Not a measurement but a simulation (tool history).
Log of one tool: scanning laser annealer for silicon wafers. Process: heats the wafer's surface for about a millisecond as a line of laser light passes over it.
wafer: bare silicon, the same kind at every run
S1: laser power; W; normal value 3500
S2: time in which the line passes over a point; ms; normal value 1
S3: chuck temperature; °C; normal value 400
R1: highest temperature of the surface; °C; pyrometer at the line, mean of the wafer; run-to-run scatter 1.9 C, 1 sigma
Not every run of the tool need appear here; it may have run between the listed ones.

run    hour    S1    S2   S3    R1
  1       0  3500     1  400  1119
  2    33.1  3500  1.09  400  1151
  3    99.2  3500  0.79  400  1030
  4   142.3  3500  0.79  417  1046
  5   186.7  3500  0.79  417  1044
  6     221  3500  0.79  417  1047
  7   260.8  3500     1  360  1061
      283.5  -- window over the wafer cleaned
  8   318.2  3500  0.76  400  1049
  9   375.8  3500  0.76  400  1045
 10   418.9  3382     1  400  1110
 11   453.1  3382     1  396  1104
 12   506.8  3382     1  396  1100
 13   570.2  3500   0.9  400  1087
 14     597  3500   0.9  400  1088
 15   627.9  3500   0.9  400  1086
 16   689.2  3490  0.85  387  1048
 17   733.3  3830   0.8  376  1081
 18   794.7  3830   0.8  376  1072
 19   847.8  3650   0.8  401  1065
 20   901.4  3620     1  416  1148
 21   942.9  3553     1  400  1116
 22   982.8  3582     1  398  1113
      993.7  -- window over the wafer cleaned
 23  1019.8  3582     1  398  1156
 24  1053.6  3582     1  398  1152
 25    1090  3805  0.72  428  1108
 26  1127.3  3094   0.7  361   900
 27  1189.5  3429     1  361  1076
 28  1220.2  3429     1  361  1074
 29  1264.2  3203     1  361  1022

Alternative continuations, all from the tool just after run 29; predict every row:
  A  1307.1  3334  0.79  401   ?
  B  1307.1  2992  0.83  400   ?
  C  1307.1  3120     1  364   ?

run    R1
  A  1012
  B   961
  C  1007
Without the tool's unlogged condition, the same runs would have read:
run    R1
  A  1037
  B   984
  C  1034
